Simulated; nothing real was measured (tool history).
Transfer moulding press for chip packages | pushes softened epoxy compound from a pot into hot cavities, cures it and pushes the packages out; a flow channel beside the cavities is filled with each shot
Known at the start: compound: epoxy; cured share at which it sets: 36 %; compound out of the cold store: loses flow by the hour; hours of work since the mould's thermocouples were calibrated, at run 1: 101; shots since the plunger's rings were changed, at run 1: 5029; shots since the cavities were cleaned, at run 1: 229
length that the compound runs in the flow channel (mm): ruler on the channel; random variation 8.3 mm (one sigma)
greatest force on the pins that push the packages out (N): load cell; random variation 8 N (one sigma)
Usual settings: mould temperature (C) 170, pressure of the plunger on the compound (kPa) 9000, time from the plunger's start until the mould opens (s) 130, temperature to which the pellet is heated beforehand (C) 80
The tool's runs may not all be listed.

run   hour  mould temperature (C)  pressure of the plunger on the compound (kPa)  time from the plunger's start until the mould opens (s)  temperature to which the pellet is heated beforehand (C)  hours of work since the mould's thermocouples were calibrated  shots since the plunger's rings were changed  shots since the cavities were cleaned  incoming compound's hours out of the cold store  length that the compound runs in the flow channel (mm)  greatest force on the pins that push the packages out (N)
  1    0.0                    170                                           9000                                                      130                                                        80                                                            101                                          5029                                    229                                             47.6                                                     816                                                        435
  2    7.5                    170                                           9000                                                      130                                                        80                                                            105                                          5085                                    285                                             16.8                                                     886                                                        488
  3   12.1                    170                                           9000                                                      130                                                        80                                                            107                                          5120                                    320                                             36.9                                                     846                                                        466
  4   19.3                    170                                           9000                                                      130                                                        80                                                            111                                          5175                                    375                                             15.2                                                     875                                                        511
  5   27.3                    170                                           9000                                                      133                                                        80                                                            115                                          5235                                    435                                             30.1                                                     838                                                        484
      31.6  -- cavities cleaned with cleaning compound and waxed
  6   33.4                    170                                           9000                                                      133                                                        80                                                            117                                          5269                                     13                                             33.5                                                     836                                                        339
  7   43.1                    170                                           9000                                                      130                                                        80                                                            122                                          5343                                     87                                             18.7                                                     874                                                        381
  8   49.3                    170                                           9000                                                      130                                                        80                                                            125                                          5389                                    133                                             26.4                                                     859                                                        409
  9   58.6                    170                                           9000                                                      130                                                        84                                                            130                                          5460                                    204                                             25.6                                                     863                                                        437
 10   67.0                    170                                           9000                                                      130                                                        84                                                            134                                          5523                                    267                                             22.0                                                     865                                                        466
 11   72.9                    170                                           9000                                                      130                                                        84                                                            137                                          5568                                    312                                             19.2                                                     869                                                        484
 12   79.9                    170                                           9000                                                      130                                                        84                                                            140                                          5620                                    364                                             10.8                                                     891                                                        493
 13   84.3                    170                                           9610                                                      130                                                        84                                                            142                                          5654                                    398                                             44.7                                                     838                                                        488
 14   91.7                    170                                           9000                                                      135                                                        80                                                            146                                          5709                                    453                                             38.1                                                     828                                                        471
      93.7  -- cavities cleaned with cleaning compound and waxed
 15  103.6                    170                                           9000                                                      135                                                        80                                                            151                                          5788                                     75                                             34.2                                                     834                                                        376
 16  110.9                    174                                           7550                                                      142                                                        74                                                            155                                          5842                                    129                                             43.4                                                     737                                                        317
 17  117.1                    174                                           7550                                                      142                                                        74                                                            158                                          5889                                    176                                             41.2                                                     728                                                        329
 18  125.9                    168                                           9070                                                      143                                                        72                                                            162                                          5955                                    242                                             32.5                                                     845                                                        439
 19  136.3                    170                                           9000                                                      123                                                        80                                                            168                                          6034                                    321                                             20.6                                                     862                                                        516
     139.1  -- mould's thermocouples calibrated
 20  145.8                    170                                           9690                                                      130                                                        80                                                              3                                          6091                                    378                                             24.4                                                     881                                                        490
 21  153.2                    170                                           9690                                                      130                                                        80                                                              7                                          6147                                    434                                             26.3                                                     859                                                        493
     157.8  -- cavities cleaned with cleaning compound and waxed
 22  165.2                    170                                           9690                                                      130                                                        80                                                             12                                          6226                                     56                                             23.9                                                     875                                                        390
 23  172.0                    169                                          10030                                                      126                                                        80                                                             16                                          6277                                    107                                             32.8                                                     878                                                        469

Forecast run 24:
     180.0  -- plunger's sealing rings changed
     184.7  -- mould's thermocouples calibrated, once more
 24  186.2                    163                                           9000                                                      163                                                        88                                                              1                                            32                                    180                                             24.5                                                       ?                                                          ?

length that the compound runs in the flow channel (mm): 968
greatest force on the pins that push the packages out (N): 471
Without the tool's hidden state the same run would have given length that the compound runs in the flow channel (mm) 967, greatest force on the pins that push the packages out (N) 362.

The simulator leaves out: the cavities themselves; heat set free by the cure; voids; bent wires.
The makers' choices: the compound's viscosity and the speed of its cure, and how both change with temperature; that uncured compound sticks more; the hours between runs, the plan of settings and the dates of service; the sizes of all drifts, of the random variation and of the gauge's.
